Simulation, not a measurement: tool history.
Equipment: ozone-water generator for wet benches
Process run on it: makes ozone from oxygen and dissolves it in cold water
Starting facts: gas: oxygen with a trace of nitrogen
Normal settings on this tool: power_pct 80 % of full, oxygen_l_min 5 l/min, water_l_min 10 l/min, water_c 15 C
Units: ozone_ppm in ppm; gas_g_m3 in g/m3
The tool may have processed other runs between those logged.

run,hour,power_pct,oxygen_l_min,water_l_min,water_c,ozone_ppm,gas_g_m3
1,0,80,5,10,15,37.1,235.6
2,127.1,66,5,10,15,31.6,202.5
3,260.6,66,5,10,15,31.5,202.4
4,362.9,66,5,10,15,31.2,199.2
5,493.2,66,5,10,15,31.3,199.6
6,620.6,91,7.82,8,10,42.7,186.4
# hour 628.1: water thermometer calibrated
7,691.1,71,5,13,15,27.9,206.6
8,844.7,80,5,10,16,34.5,228.3
9,915.7,46,5,10,21,21,151
10,990.1,63,5,10,21,26.3,190.6

Here are 5 independent what-if runs from the current tool condition. What would each one return?
A,1138.9,76,5,10,21,?,?
B,1138.9,57,5,10,15,?,?
C,1138.9,77,5.27,10,21,?,?
D,1138.9,63,5,14,21,?,?
E,1138.9,63,5,16,21,?,?

run,ozone_ppm,gas_g_m3
A,30.3,217.6
B,26.8,176.4
C,29.7,210.4
D,21.3,188.1
E,19.5,190.5
Without the tool's hidden state the same runs would have given:
run,ozone_ppm,gas_g_m3
A,37.7,264.5
B,32,205.5
C,37.1,256.3
D,25.8,222.3
E,23.6,225.2
